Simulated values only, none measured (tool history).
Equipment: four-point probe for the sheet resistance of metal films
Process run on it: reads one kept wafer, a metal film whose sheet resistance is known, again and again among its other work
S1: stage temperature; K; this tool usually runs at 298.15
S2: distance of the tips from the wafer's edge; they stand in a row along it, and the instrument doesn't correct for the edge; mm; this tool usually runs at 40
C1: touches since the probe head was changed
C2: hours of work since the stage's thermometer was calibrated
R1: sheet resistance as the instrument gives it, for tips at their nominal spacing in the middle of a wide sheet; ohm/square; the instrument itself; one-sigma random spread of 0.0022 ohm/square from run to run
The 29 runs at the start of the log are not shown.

Run 30, hour 1262.5: usual settings but S1 297.15 K, S2 42 mm; C1 48958; C2 200. Result: R1 10.852286 ohm/square.
Run 31, hour 1318.4: usual settings but S1 294.15 K, S2 58 mm; C1 50983; C2 225. Result: R1 10.872061 ohm/square.
Run 32, hour 1346.1: usual settings but S2 7 mm; C1 51986; C2 237. Result: R1 11.037974 ohm/square.
Run 33, hour 1401.2: usual settings but S1 306.15 K, S2 8 mm; C1 53977; C2 262. Result: R1 10.953838 ohm/square.
Run 34, hour 1435.3: usual settings but S1 301.15 K, S2 7 mm; C1 55213; C2 277. Result: R1 11.026322 ohm/square.
Run 35, hour 1467.3: usual settings but S1 293.15 K, S2 38 mm; C1 56369; C2 291. Result: R1 10.887004 ohm/square.
Run 36, hour 1501.4: usual settings but S1 295.15 K, S2 31 mm; C1 57604; C2 306. Result: R1 10.880641 ohm/square.
Run 37, hour 1555.5: usual settings but S1 302.15 K, S2 6 mm; C1 59560; C2 330. Result: R1 11.090803 ohm/square.
Run 38, hour 1617.6: usual settings but S1 297.15 K, S2 6 mm; C1 61809; C2 358. Result: R1 11.125022 ohm/square.
Run 39, hour 1665.8: usual settings but S1 294.15 K, S2 14 mm; C1 63552; C2 379. Result: R1 10.935049 ohm/square.

Each row is a separate what-if for the run after 39, all from the same tool condition, not one after another. Results?
Run A, hour 1692: usual settings but S1 307.15 K, S2 14 mm; C1 64499; C2 391. Result: R1 ?.
Run B, hour 1692: usual settings but S1 294.15 K, S2 7 mm; C1 64499; C2 391. Result: R1 ?.
Run C, hour 1692: usual settings but S1 293.15 K, S2 14 mm; C1 64499; C2 391. Result: R1 ?.
Run D, hour 1692: usual settings but S1 304.15 K, S2 8 mm; C1 64499; C2 391. Result: R1 ?.

run         R1
  A  10.867312
  B  11.082672
  C  10.943418
  D  10.978049
Without the tool's unlogged condition, the same runs would have read:
run         R1
  A  10.789103
  B  11.003201
  C  10.864875
  D  10.899147
